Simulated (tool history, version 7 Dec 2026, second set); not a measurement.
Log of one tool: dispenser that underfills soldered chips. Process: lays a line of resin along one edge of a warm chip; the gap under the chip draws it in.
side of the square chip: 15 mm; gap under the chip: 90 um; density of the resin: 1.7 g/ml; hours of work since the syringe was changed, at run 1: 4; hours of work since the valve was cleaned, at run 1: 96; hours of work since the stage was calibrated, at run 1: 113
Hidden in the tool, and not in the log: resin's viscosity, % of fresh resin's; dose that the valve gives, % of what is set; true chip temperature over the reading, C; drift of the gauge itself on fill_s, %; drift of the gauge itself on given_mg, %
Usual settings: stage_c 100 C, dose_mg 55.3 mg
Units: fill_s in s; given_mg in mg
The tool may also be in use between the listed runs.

run  hour  stage_c  dose_mg  hours of work since the syringe was changed  hours of work since the valve was cleaned  hours of work since the stage was calibrated  fill_s  given_mg
  1     0      100     55.3                                            4                                         96                                           113   138.8      51.3
  2   2.7      100     55.3                                            6                                         98                                           115   148.9     51.46
      4.3  -- new syringe of resin
  3   7.5      111     55.3                                            2                                        101                                           118    80.9     51.61
  4  10.9      111     55.3                                            5                                        104                                           120    87.8     50.99
       14  -- new syringe of resin
  5  15.4      111     55.3                                            1                                        107                                           123    78.5     51.14
     18.2  -- dispensing valve cleaned and set on the balance
  6  18.7      111     55.3                                            3                                          0                                           125    82.4     55.48
  7  21.2      100     58.1                                            5                                          2                                           127   137.8     57.84
  8  24.1      115     54.7                                            7                                          4                                           129    79.7     54.61
     24.8  -- new syringe of resin
  9  27.7      115     54.7                                            2                                          7                                           131    69.7     54.67
 10  30.9      100     60.2                                            4                                          9                                           134   139.6     59.49
 11  33.7      100     60.2                                            6                                         11                                           136   146.1     59.91
     34.4  -- new syringe of resin
 12    38       88     47.6                                            3                                         14                                           139   234.4     47.36

Hidden state at the last listed run before each entry between runs and at the first one after, where it differs:
Between runs 2 and 3: new syringe of resin (hour 4.3)
  resin's viscosity, % of fresh resin's: 123 -> 106.9; dose that the valve gives, % of what is set: 92.87 -> 92.66; true chip temperature over the reading, C: -0.56 -> -0.57
  measured less the result without the state, fill_s: +31.9 -> +7.8 s; given_mg: -3.95 -> -4.1 mg
Between runs 4 and 5: new syringe of resin (hour 14)
  resin's viscosity, % of fresh resin's: 116.4 -> 104; dose that the valve gives, % of what is set: 92.49 -> 92.31; true chip temperature over the reading, C: -0.58 -> -0.59
  measured less the result without the state, fill_s: +15 -> +5.6 s; given_mg: -4.14 -> -4.26 mg
Between runs 5 and 6: dispensing valve cleaned and set on the balance (hour 18.2)
  resin's viscosity, % of fresh resin's: 104 -> 110.2; dose that the valve gives, % of what is set: 92.31 -> 100.09; true chip temperature over the reading, C: -0.59 -> -0.6
  measured less the result without the state, fill_s: +5.6 -> +9.4 s; given_mg: -4.26 -> +0.05 mg
Between runs 8 and 9: new syringe of resin (hour 24.8)
  resin's viscosity, % of fresh resin's: 125.9 -> 108.1; dose that the valve gives, % of what is set: 99.82 -> 99.66; true chip temperature over the reading, C: -0.61 -> -0.62
  measured less the result without the state, fill_s: +18 -> +6.8 s; given_mg: -0.1 -> -0.19 mg
Between runs 11 and 12: new syringe of resin (hour 34.4)
  resin's viscosity, % of fresh resin's: 125.5 -> 110.7; dose that the valve gives, % of what is set: 99.38 -> 99.18; true chip temperature over the reading, C: -0.64 -> -0.65
  measured less the result without the state, fill_s: +32.9 -> +29.5 s; given_mg: -0.37 -> -0.39 mg

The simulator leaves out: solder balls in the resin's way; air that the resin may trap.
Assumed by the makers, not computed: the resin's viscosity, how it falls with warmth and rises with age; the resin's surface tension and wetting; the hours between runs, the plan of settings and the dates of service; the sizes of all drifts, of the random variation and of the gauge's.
